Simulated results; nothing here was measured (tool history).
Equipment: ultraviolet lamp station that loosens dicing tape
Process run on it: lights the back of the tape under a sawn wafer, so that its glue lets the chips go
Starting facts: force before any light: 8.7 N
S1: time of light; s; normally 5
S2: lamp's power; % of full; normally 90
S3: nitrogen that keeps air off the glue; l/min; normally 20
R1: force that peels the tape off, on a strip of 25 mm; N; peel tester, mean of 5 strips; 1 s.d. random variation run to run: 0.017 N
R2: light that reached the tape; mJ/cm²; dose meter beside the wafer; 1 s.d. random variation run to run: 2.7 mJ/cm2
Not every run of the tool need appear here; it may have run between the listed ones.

| run | hour | S1 | S2 | S3 | R1 | R2 |
|---|---|---|---|---|---|---|
| 1 | 0.0 | 5 | 90 | 20 | 0.847 | 362 |
| 2 | 47.4 | 5 | 90 | 38 | 0.487 | 364 |
| 3 | 79.0 | 5 | 90 | 38 | 0.492 | 364 |
| 4 | 123.8 | 5 | 90 | 38 | 0.493 | 365 |
| 5 | 156.1 | 5 | 90 | 38 | 0.492 | 362 |
| 6 | 201.4 | 5 | 90 | 38 | 0.492 | 369 |
| 7 | 254.5 | 5 | 90 | 38 | 0.493 | 365 |
| 8 | 299.0 | 5 | 78 | 20 | 1.113 | 313 |
| 9 | 322.0 | 5 | 66 | 20 | 1.431 | 266 |
| 10 | 369.0 | 5 | 66 | 20 | 1.502 | 265 |
| 11 | 404.8 | 5 | 90 | 20 | 0.834 | 361 |
| 12 | 439.2 | 5 | 90 | 29 | 0.613 | 359 |
| 13 | 480.1 | 5 | 90 | 29 | 0.598 | 360 |
| 14 | 506.1 | 5 | 90 | 35 | 0.524 | 364 |
| 15 | 531.1 | 5 | 90 | 35 | 0.509 | 363 |
| 16 | 555.0 | 5 | 90 | 35 | 0.505 | 361 |
| 17 | 594.3 | 5 | 90 | 35 | 0.503 | 365 |
| 18 | 646.3 | 4 | 90 | 23 | 1.105 | 289 |
| 19 | 670.5 | 3 | 69 | 20 | 2.873 | 167 |
| 20 | 693.3 | 2 | 87 | 20 | 3.331 | 140 |
| 21 | 737.5 | 5 | 63 | 20 | 1.609 | 252 |
| 22 | 765.2 | 5 | 64 | 28 | 1.267 | 255 |
| 23 | 790.8 | 5 | 64 | 28 | 1.217 | 256 |
| 24 | 821.9 | 3 | 76 | 27 | 2.165 | 185 |
| 25 | 853.8 | 3 | 90 | 7 | 3.339 | 220 |
| 26 | 892.6 | 4 | 83 | 8 | 2.582 | 268 |
| 27 | 936.9 | 3 | 83 | 24 | 1.956 | 201 |
| 28 | 971.4 | 2 | 95 | 13 | 3.709 | 153 |

Put back what was entered between runs (2 entries, withheld): which listed runs does each sit between, and how does the hidden state differ from the listed run before to the listed run after?
In the gap between runs 5 and 6: window cleaned of glue's vapour (hour 177.9)
  no difference in the tool's unlogged condition between these two runs
In the gap between runs 27 and 28: window cleaned of glue's vapour (hour 958.8)
  no difference in the tool's unlogged condition between these two runs

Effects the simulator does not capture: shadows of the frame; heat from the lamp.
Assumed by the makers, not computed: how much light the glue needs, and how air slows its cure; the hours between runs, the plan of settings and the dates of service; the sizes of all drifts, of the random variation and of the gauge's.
